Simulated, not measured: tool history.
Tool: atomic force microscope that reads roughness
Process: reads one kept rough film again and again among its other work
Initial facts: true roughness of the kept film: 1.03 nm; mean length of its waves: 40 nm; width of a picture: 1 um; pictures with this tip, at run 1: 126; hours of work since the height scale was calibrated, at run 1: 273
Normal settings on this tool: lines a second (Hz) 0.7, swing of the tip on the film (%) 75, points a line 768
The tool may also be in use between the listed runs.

run	hour	lines a second (Hz)	swing of the tip on the film (%)	points a line	pictures with this tip	hours of work since the height scale was calibrated	roughness of the kept film (nm (root mean square))
1	0	0.7	75	768	126	273	0.964
2	14.4	0.7	75	768	148	280	0.969
3	26.7	0.7	75	768	167	286	0.962
4	37.9	0.7	75	267	184	292	0.952
5	54.5	0.7	75	267	210	301	0.942
6	63.6	0.7	75	768	224	305	0.956
7	78.3	0.7	75	768	246	313	0.954
8	93.3	0.7	75	768	269	320	0.949
9	102	0.7	71	768	283	325	0.954
10	117.4	0.7	71	768	306	333	0.96
11	131.5	0.7	71	768	328	340	0.945
# hour 137: new tip fitted
12	146.5	0.7	71	768	14	347	0.995
13	155.7	0.7	71	768	28	352	0.984
14	169.9	0.7	75	677	50	359	0.977
15	176.8	0.7	75	677	61	363	0.988
16	185.6	0.7	75	376	75	368	0.973
17	201.9	0.7	75	376	100	376	0.971
18	211.7	0.7	75	376	115	381	0.967
19	219.3	0.7	75	376	126	385	0.964
20	232.3	0.7	75	376	146	391	0.963
21	248.5	0.536	75	768	171	400	0.975
22	257.6	0.536	75	768	185	404	0.97
23	273.9	0.7	85	768	210	413	0.934
24	286.2	0.7	85	768	229	419	0.926
25	297.5	0.7	85	768	247	425	0.934
26	311.2	0.7	85	768	268	432	0.93
27	323.2	0.7	85	768	286	438	0.927
28	337.5	0.7	85	768	308	445	0.927
29	353	1.523	83	282	332	453	0.871
# hour 355: new tip fitted
30	369.1	2.875	88	282	22	461	0.809
31	383.6	2.469	83	353	44	469	0.847
32	396.6	2.213	71	789	64	475	0.937
33	408.6	2.241	63	299	83	482	0.948
34	419	3.654	59	757	99	487	0.945
35	429.8	3.654	59	757	116	492	0.943
36	440.4	1.143	68	768	132	498	0.967
37	457.1	3.324	75	768	158	506	0.866
38	472.9	1.737	89	613	182	514	0.856
39	487.1	1.436	89	458	204	522	0.868
40	497.9	1.436	89	458	220	527	0.876
41	514	0.7	74	294	245	536	0.947
42	523.2	0.7	74	294	259	540	0.942
43	531.5	0.559	74	294	272	544	0.947
44	547.6	0.559	74	294	297	553	0.939
45	558	0.831	77	295	313	558	0.927
46	571.1	1.815	62	796	333	565	0.938
# hour 572.4: new tip fitted
47	582.4	0.7	86	768	16	570	0.968
48	590.2	0.7	86	768	28	574	0.957
49	605.2	1.931	84	566	51	582	0.883
50	615.3	1.931	84	566	66	587	0.881
51	628.6	0.961	70	730	87	594	0.965
52	640.7	0.7	70	903	105	600	0.98

Entry by entry between the runs, the difference in hidden state between the last listed run before and the first listed run after:
After run 11, before run 12: new tip fitted (hour 137)
  radius of the tip, nm: 24.4 -> 6.1; height scale over the true one, %: 0.22 -> 0.23
  measured minus no-state result, roughness of the kept film (nm (root mean square)): -0.044 -> -0.001
After run 29, before run 30: new tip fitted (hour 355)
  radius of the tip, nm: 24.7 -> 6.5; height scale over the true one, %: 0.34 -> 0.35
  measured minus no-state result, roughness of the kept film (nm (root mean square)): -0.04 -> +0
After run 46, before run 47: new tip fitted (hour 572.4)
  radius of the tip, nm: 25 -> 6.1; height scale over the true one, %: 0.45 -> 0.46
  measured minus no-state result, roughness of the kept film (nm (root mean square)): -0.043 -> +0.002

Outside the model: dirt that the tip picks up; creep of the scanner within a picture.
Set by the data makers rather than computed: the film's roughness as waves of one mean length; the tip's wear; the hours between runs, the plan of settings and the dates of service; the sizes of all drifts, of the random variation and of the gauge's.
